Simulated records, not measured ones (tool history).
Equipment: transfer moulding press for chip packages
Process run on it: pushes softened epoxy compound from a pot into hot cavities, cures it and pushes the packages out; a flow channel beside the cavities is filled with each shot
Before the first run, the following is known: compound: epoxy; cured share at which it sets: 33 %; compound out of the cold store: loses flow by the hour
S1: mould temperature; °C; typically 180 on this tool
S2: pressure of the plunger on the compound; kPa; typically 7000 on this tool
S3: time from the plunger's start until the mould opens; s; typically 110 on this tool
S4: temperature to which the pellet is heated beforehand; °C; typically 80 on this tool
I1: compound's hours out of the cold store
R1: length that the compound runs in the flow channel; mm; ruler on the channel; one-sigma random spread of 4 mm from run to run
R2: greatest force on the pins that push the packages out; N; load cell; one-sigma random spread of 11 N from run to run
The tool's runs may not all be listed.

run   hour   S1    S2   S3  S4    I1   R1   R2
  1    0.0  180  7000  110  80  19.0  516  573
  2   13.8  173  7000  110  80  34.6  476  868
  3   29.3  180  7000  110  80  39.3  446  601
      51.2  -- cavities cleaned with cleaning compound and waxed
  4   51.2  180  7000  110  80  19.0  504  488
  5   65.8  180  7000  110  80  12.4  537  551
  6   78.9  180  7000  110  80  11.3  539  596
  7   95.7  180  7000  110  80  40.5  447  590
  8  106.4  180  7000  110  80  22.8  502  627
  9  118.2  180  7000  110  80  20.7  510  655
     126.0  -- cavities cleaned with cleaning compound and waxed
 10  140.7  180  7000  110  80  44.3  434  522
 11  156.5  180  7000  110  80  32.6  463  558
 12  169.9  180  7000  110  80  16.0  515  610
 13  190.2  180  7000  110  80  31.6  474  599
     200.8  -- cavities cleaned with cleaning compound and waxed
 14  200.8  180  7000  110  80   9.9  534  529
 15  222.0  180  7000  110  80  31.6  467  550
 16  231.1  180  7000  110  85  44.1  434  552
 17  240.9  180  7000  110  85  25.1  492  582
 18  261.7  186  7000  110  72  34.3  457  509
     265.2  -- mould's thermocouples calibrated
 19  273.5  186  6400  100  72  32.6  438  567
     278.1  -- cavities cleaned with cleaning compound and waxed
 20  295.9  184  5780  110  80  19.8  443  455
     304.2  -- mould's thermocouples calibrated, once more
 21  316.3  184  5780  110  80  44.3  388  498
 22  328.2  178  5780  110  81  26.7  434  691
 23  338.4  181  5780  110  81  20.2  453  634
     355.2  -- cavities cleaned with cleaning compound and waxed
 24  355.4  181  5780  110  81  45.2  392  465
 25  368.6  185  6960  125  86  47.0  419  406
 26  382.8  185  6960  125  73  17.9  490  428
     402.1  -- plunger's sealing rings changed
 27  404.3  179  8460  145  76  17.1  579  472
 28  413.1  180  7000  107  79  45.5  449  653

Subtracting, for every run, the result it would have given without the tool's unlogged condition from the measured result gives the following. The same run-to-run variation enters both numbers; the gauge's scatter may not:
Hidden state at play: true mould temperature over the reading, C; pressure that reaches the compound, % of what is set; grip of the stained cavities, % over clean ones'; drift of the gauge itself on flow_mm, %; drift of the gauge itself on push_out_n, %.
run   R1    R2
  1  -14   +49
  2  -13  +109
  3  -13  +106
  4  -16   -12
  5  -17   +30
  6  -17   +63
  7  -16   +95
  8  -18  +113
  9  -19  +131
 10  -16   +30
 11  -18   +63
 12  -21   +88
 13  -20  +116
 14  -23   -15
 15  -20   +44
 16  -20   +65
 17  -23   +84
 18  -22  +107
 19  -22  +117
 20  -23   +27
 21  -19   +81
 22  -22  +131
 23  -24  +132
 24  -21    +9
 25  -23   +36
 26  -28   +61
 27   +0   +91
 28   -1  +135
